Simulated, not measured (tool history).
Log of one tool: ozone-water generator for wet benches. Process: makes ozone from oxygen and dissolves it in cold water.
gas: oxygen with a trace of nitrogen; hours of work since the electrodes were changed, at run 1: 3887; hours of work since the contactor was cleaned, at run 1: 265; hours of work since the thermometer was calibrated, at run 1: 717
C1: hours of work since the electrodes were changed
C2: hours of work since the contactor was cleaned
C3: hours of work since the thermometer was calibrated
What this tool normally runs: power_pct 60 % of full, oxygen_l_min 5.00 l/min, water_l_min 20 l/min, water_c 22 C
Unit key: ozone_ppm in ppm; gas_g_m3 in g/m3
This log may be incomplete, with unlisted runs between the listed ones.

{"run": 1, "hour": 0.0, "power_pct": 60, "oxygen_l_min": 5.0, "water_l_min": 20, "water_c": 22, "C1": 3887, "C2": 265, "C3": 717, "ozone_ppm": 13.9, "gas_g_m3": 132.8}
{"run": 2, "hour": 101.2, "power_pct": 99, "oxygen_l_min": 5.0, "water_l_min": 20, "water_c": 22, "C1": 3984, "C2": 361, "C3": 813, "ozone_ppm": 20.6, "gas_g_m3": 194.2}
{"run": 3, "hour": 224.1, "power_pct": 60, "oxygen_l_min": 5.0, "water_l_min": 20, "water_c": 22, "C1": 4100, "C2": 478, "C3": 930, "ozone_ppm": 14.1, "gas_g_m3": 133.4}
{"run": 4, "hour": 295.7, "power_pct": 60, "oxygen_l_min": 5.0, "water_l_min": 20, "water_c": 22, "C1": 4169, "C2": 546, "C3": 998, "ozone_ppm": 14.0, "gas_g_m3": 131.7}
{"hour": 302.1, "done": "water thermometer calibrated"}
{"run": 5, "hour": 374.1, "power_pct": 60, "oxygen_l_min": 5.0, "water_l_min": 20, "water_c": 22, "C1": 4243, "C2": 620, "C3": 68, "ozone_ppm": 14.1, "gas_g_m3": 131.7}
{"run": 6, "hour": 508.8, "power_pct": 60, "oxygen_l_min": 5.0, "water_l_min": 20, "water_c": 22, "C1": 4371, "C2": 748, "C3": 196, "ozone_ppm": 13.7, "gas_g_m3": 130.3}
{"run": 7, "hour": 572.9, "power_pct": 60, "oxygen_l_min": 7.11, "water_l_min": 27, "water_c": 22, "C1": 4431, "C2": 809, "C3": 257, "ozone_ppm": 10.1, "gas_g_m3": 105.3}
{"run": 8, "hour": 709.6, "power_pct": 52, "oxygen_l_min": 5.0, "water_l_min": 20, "water_c": 22, "C1": 4562, "C2": 939, "C3": 387, "ozone_ppm": 12.5, "gas_g_m3": 116.2}
{"hour": 771.1, "done": "water thermometer calibrated, once more"}
{"run": 9, "hour": 827.8, "power_pct": 60, "oxygen_l_min": 7.15, "water_l_min": 29, "water_c": 22, "C1": 4673, "C2": 1051, "C3": 54, "ozone_ppm": 9.8, "gas_g_m3": 104.3}
{"run": 10, "hour": 952.8, "power_pct": 49, "oxygen_l_min": 5.0, "water_l_min": 25, "water_c": 19, "C1": 4792, "C2": 1170, "C3": 173, "ozone_ppm": 10.1, "gas_g_m3": 110.9}
{"run": 11, "hour": 1069.5, "power_pct": 70, "oxygen_l_min": 5.0, "water_l_min": 20, "water_c": 30, "C1": 4903, "C2": 1281, "C3": 284, "ozone_ppm": 13.7, "gas_g_m3": 146.7}
{"run": 12, "hour": 1187.0, "power_pct": 70, "oxygen_l_min": 5.0, "water_l_min": 20, "water_c": 30, "C1": 5015, "C2": 1392, "C3": 395, "ozone_ppm": 13.5, "gas_g_m3": 144.1}

Alternative continuations, all from the tool just after run 12; predict every row:
{"run": "A", "hour": 1324.3, "power_pct": 61, "oxygen_l_min": 7.49, "water_l_min": 19, "water_c": 22, "C1": 5145, "C2": 1523, "C3": 526, "ozone_ppm": "?", "gas_g_m3": "?"}
{"run": "B", "hour": 1324.3, "power_pct": 86, "oxygen_l_min": 4.4, "water_l_min": 28, "water_c": 30, "C1": 5145, "C2": 1523, "C3": 526, "ozone_ppm": "?", "gas_g_m3": "?"}
{"run": "C", "hour": 1324.3, "power_pct": 89, "oxygen_l_min": 5.0, "water_l_min": 20, "water_c": 24, "C1": 5145, "C2": 1523, "C3": 526, "ozone_ppm": "?", "gas_g_m3": "?"}

run=A ozone_ppm=13.2 gas_g_m3=101.0
run=B ozone_ppm=12.4 gas_g_m3=185.2
run=C ozone_ppm=18.1 gas_g_m3=177.5
Take away the tool's hidden state, keep each run's random variation, and the runs would have read:
run=A ozone_ppm=14.1 gas_g_m3=106.8
run=B ozone_ppm=13.4 gas_g_m3=198.9
run=C ozone_ppm=19.7 gas_g_m3=191.0
